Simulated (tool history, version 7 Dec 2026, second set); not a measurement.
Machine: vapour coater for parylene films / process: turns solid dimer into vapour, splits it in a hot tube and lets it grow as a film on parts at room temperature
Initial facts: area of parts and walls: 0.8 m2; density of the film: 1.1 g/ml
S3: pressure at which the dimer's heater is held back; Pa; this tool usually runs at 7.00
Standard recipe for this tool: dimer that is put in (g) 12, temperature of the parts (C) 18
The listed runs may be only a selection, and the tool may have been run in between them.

run 1 hour=0.0 | dimer_that_is_put_in_(g)=12 temperature_of_the_parts_(C)=18 S3=7.00 | thickness_of_the_film_(um)=8.76
run 2 hour=45.3 | dimer_that_is_put_in_(g)=12 temperature_of_the_parts_(C)=18 S3=7.00 | thickness_of_the_film_(um)=8.69
run 3 hour=103.6 | dimer_that_is_put_in_(g)=12 temperature_of_the_parts_(C)=18 S3=7.00 | thickness_of_the_film_(um)=8.65
run 4 hour=158.6 | dimer_that_is_put_in_(g)=12 temperature_of_the_parts_(C)=18 S3=7.00 | thickness_of_the_film_(um)=8.61
run 5 hour=192.0 | dimer_that_is_put_in_(g)=12 temperature_of_the_parts_(C)=18 S3=6.72 | thickness_of_the_film_(um)=8.54
run 6 hour=249.1 | dimer_that_is_put_in_(g)=12 temperature_of_the_parts_(C)=18 S3=5.76 | thickness_of_the_film_(um)=8.87
-- hour=294.4 trap's valve overhauled
run 7 hour=302.7 | dimer_that_is_put_in_(g)=12 temperature_of_the_parts_(C)=18 S3=5.76 | thickness_of_the_film_(um)=9.17
run 8 hour=341.9 | dimer_that_is_put_in_(g)=12 temperature_of_the_parts_(C)=18 S3=5.76 | thickness_of_the_film_(um)=9.18
run 9 hour=400.1 | dimer_that_is_put_in_(g)=12 temperature_of_the_parts_(C)=18 S3=5.76 | thickness_of_the_film_(um)=9.08
run 10 hour=441.6 | dimer_that_is_put_in_(g)=12 temperature_of_the_parts_(C)=18 S3=5.76 | thickness_of_the_film_(um)=8.99
run 11 hour=473.5 | dimer_that_is_put_in_(g)=12 temperature_of_the_parts_(C)=18 S3=5.76 | thickness_of_the_film_(um)=9.03
run 12 hour=517.8 | dimer_that_is_put_in_(g)=12 temperature_of_the_parts_(C)=18 S3=5.76 | thickness_of_the_film_(um)=8.90
run 13 hour=560.8 | dimer_that_is_put_in_(g)=12 temperature_of_the_parts_(C)=18 S3=5.76 | thickness_of_the_film_(um)=8.92
run 14 hour=618.5 | dimer_that_is_put_in_(g)=12 temperature_of_the_parts_(C)=18 S3=5.76 | thickness_of_the_film_(um)=8.83
run 15 hour=664.1 | dimer_that_is_put_in_(g)=12 temperature_of_the_parts_(C)=18 S3=5.76 | thickness_of_the_film_(um)=8.76
-- hour=701.9 trap's valve overhauled
run 16 hour=711.7 | dimer_that_is_put_in_(g)=12 temperature_of_the_parts_(C)=18 S3=5.76 | thickness_of_the_film_(um)=9.12
run 17 hour=748.7 | dimer_that_is_put_in_(g)=13 temperature_of_the_parts_(C)=17 S3=5.10 | thickness_of_the_film_(um)=10.43
run 18 hour=802.0 | dimer_that_is_put_in_(g)=11 temperature_of_the_parts_(C)=17 S3=9.09 | thickness_of_the_film_(um)=7.75
run 19 hour=849.8 | dimer_that_is_put_in_(g)=5 temperature_of_the_parts_(C)=16 S3=2.98 | thickness_of_the_film_(um)=4.47

Run 20, settings as shown, results not yet in. Your forecast:
run 20 hour=879.1 | dimer_that_is_put_in_(g)=6 temperature_of_the_parts_(C)=10 S3=3.09 | thickness_of_the_film_(um)=?

thickness of the film (um): 6.21
Were there no unlogged condition in the tool, this run, its random variation unchanged, would have produced thickness of the film (um) 6.43.

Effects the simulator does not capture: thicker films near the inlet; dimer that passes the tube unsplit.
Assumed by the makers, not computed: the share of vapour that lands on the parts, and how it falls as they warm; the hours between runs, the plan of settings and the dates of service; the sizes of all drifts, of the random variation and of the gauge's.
